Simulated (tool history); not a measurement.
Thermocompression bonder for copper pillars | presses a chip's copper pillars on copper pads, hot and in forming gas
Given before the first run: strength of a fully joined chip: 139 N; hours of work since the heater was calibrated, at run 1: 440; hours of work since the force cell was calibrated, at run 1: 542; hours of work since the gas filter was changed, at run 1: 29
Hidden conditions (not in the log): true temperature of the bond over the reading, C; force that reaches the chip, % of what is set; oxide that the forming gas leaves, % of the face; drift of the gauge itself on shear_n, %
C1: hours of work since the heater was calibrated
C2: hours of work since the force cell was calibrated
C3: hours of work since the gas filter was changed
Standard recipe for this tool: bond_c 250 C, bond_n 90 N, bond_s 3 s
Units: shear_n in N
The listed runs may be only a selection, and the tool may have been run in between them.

run 1 hour=0.0 | bond_c=250 bond_n=90 bond_s=3 | C1=440 C2=542 C3=29 | shear_n=67.2
run 2 hour=23.7 | bond_c=250 bond_n=90 bond_s=3 | C1=450 C2=553 C3=39 | shear_n=67.1
run 3 hour=75.6 | bond_c=250 bond_n=90 bond_s=3 | C1=473 C2=576 C3=62 | shear_n=68.0
run 4 hour=101.7 | bond_c=250 bond_n=90 bond_s=3 | C1=485 C2=587 C3=74 | shear_n=67.3
run 5 hour=156.7 | bond_c=250 bond_n=90 bond_s=3 | C1=509 C2=612 C3=98 | shear_n=67.2
run 6 hour=210.1 | bond_c=246 bond_n=70 bond_s=7 | C1=533 C2=635 C3=122 | shear_n=71.0
run 7 hour=241.1 | bond_c=254 bond_n=111 bond_s=3 | C1=547 C2=649 C3=135 | shear_n=79.6
run 8 hour=271.8 | bond_c=260 bond_n=90 bond_s=3 | C1=560 C2=663 C3=149 | shear_n=74.3
run 9 hour=314.1 | bond_c=260 bond_n=90 bond_s=3 | C1=579 C2=681 C3=168 | shear_n=72.8
run 10 hour=343.6 | bond_c=260 bond_n=90 bond_s=3 | C1=592 C2=694 C3=181 | shear_n=76.1

Here are 5 independent what-if runs from the current tool condition. What would each one return?
run A hour=381.2 | bond_c=234 bond_n=129 bond_s=3 | C1=609 C2=711 C3=197 | shear_n=?
run B hour=381.2 | bond_c=234 bond_n=132 bond_s=2 | C1=609 C2=711 C3=197 | shear_n=?
run C hour=381.2 | bond_c=239 bond_n=90 bond_s=5 | C1=609 C2=711 C3=197 | shear_n=?
run D hour=381.2 | bond_c=237 bond_n=62 bond_s=3 | C1=609 C2=711 C3=197 | shear_n=?
run E hour=381.2 | bond_c=250 bond_n=78 bond_s=6 | C1=609 C2=711 C3=197 | shear_n=?

run=A shear_n=74.9
run=B shear_n=65.6
run=C shear_n=71.3
run=D shear_n=40.7
run=E shear_n=75.8
The same runs, with their run-to-run variation unchanged, on a tool lacking any hidden condition would have given:
run=A shear_n=75.2
run=B shear_n=65.8
run=C shear_n=71.6
run=D shear_n=40.8
run=E shear_n=76.0

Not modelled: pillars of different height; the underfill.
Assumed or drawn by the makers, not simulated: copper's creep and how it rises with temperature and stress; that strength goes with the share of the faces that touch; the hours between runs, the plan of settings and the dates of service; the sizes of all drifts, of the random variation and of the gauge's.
